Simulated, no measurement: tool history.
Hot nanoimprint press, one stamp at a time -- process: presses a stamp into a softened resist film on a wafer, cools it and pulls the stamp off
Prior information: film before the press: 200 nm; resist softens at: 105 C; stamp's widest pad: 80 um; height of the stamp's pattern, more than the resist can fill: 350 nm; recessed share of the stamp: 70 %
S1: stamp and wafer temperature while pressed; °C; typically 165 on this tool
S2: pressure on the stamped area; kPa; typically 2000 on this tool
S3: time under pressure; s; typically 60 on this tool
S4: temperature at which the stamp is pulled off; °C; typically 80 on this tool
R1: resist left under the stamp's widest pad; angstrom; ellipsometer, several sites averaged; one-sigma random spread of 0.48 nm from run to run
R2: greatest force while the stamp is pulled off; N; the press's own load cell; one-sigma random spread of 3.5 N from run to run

run     day   S1    S2   S3  S4    R1   R2
  1       0  165  2000   60  80  1116  167
  2   1.396  165  2000   60  80  1118  168
  3   2.208  165  2000   60  80  1115  171
  4   3.267  165  2000   60  80  1123  166
  5   4.479  165  2000   60  80  1116  171
  6   5.512  165  2000   52  80  1161  170
  7   6.529  165  2000   56  80  1134  171
  8   7.433  165  2000   56  80  1140  169
  9   8.542  165  2000   56  80  1142  168
       9.15  -- stamp cleaned and given a new release coat
 10  10.133  165  2000   56  80  1135  175
 11      11  165  2000   60  80  1120  174
 12  11.825  165  2000   60  73  1117  192
 13  13.062  165  2000   60  80  1119  176
 14  13.712  164  2170   85  66  1008  220
 15  14.562  171  2680   50  74   760  190
 16  15.346  176  2370   40  80   697  167
 17    16.2  160  2680   31  80  1418  166
 18  17.262  160  2680   31  80  1419  168
 19  18.662  160  2680   56  84  1241  161
 20  19.438  160  2680   39  81  1349  173
     19.867  -- stamp cleaned and given a new release coat
 21   20.55  160  2680   39  81  1340  169
 22  21.854  173  2680  112  81   519  169
 23  22.929  173  2680  112  81   521  164
     23.146  -- plate thermocouple calibrated
 24  24.233  175  1320   66  74   878  189
 25  25.262  163  2000   60  65  1214  219
 26  26.388  175  1280  116  82   742  163

Below are 3 alternative next runs, each starting from the tool's condition after run 26. Predict each:
  A  27.162  164  2000  60  80   ?   ?
  B  27.162  177  1280  61  82   ?   ?
  C  27.162  167  1800  60  87   ?   ?

run    R1   R2
  A  1170  168
  B   837  162
  C  1070  144
With the hidden condition removed and each run's random variation left untouched, the same runs would have given:
run    R1   R2
  A  1170  168
  B   837  161
  C  1069  144
